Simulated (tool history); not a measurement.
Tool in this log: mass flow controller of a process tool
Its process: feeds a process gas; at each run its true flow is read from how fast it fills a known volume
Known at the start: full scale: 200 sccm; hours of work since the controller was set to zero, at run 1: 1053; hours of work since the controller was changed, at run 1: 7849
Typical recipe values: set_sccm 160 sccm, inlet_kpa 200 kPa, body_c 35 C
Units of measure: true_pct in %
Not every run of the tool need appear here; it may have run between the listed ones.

run,hour,set_sccm,inlet_kpa,body_c,hours of work since the controller was set to zero,hours of work since the controller was changed,true_pct
1,0,160,200,35,1053,7849,101.88
2,253.2,160,200,35,1162,7959,101.85
3,702.4,160,200,25,1356,8152,103.13
4,1161.6,160,200,35,1554,8350,102.09
5,1437.3,160,200,35,1672,8469,102.3
6,1745.3,160,200,35,1805,8601,102.2
# hour 1894.6: controller exchanged for a calibrated one
7,2168.9,160,218,35,118,118,98.84
8,2455.1,160,200,35,241,241,98.98
9,2953,160,232,39,456,456,98.57
10,3227,23,232,29,574,574,100.48
11,3663.7,160,163,22,762,762,100.81
12,4038.3,160,163,22,924,924,100.99
13,4264.1,160,163,22,1021,1021,101.09
14,4768.8,186,236,35,1238,1238,99.48
15,5268.7,83,148,35,1454,1454,100.03

What if the next run were any one of these 3? Each begins from the tool's condition after run 15:
A,5789.7,199,180,35,1678,1678,?
B,5789.7,160,210,22,1678,1678,?
C,5789.7,21,223,35,1678,1678,?

run,true_pct
A,100.02
B,101.16
C,102.78
Stripped of hidden state, with their random variation kept, the same runs would have yielded:
run,true_pct
A,99.14
B,100.18
C,98.57

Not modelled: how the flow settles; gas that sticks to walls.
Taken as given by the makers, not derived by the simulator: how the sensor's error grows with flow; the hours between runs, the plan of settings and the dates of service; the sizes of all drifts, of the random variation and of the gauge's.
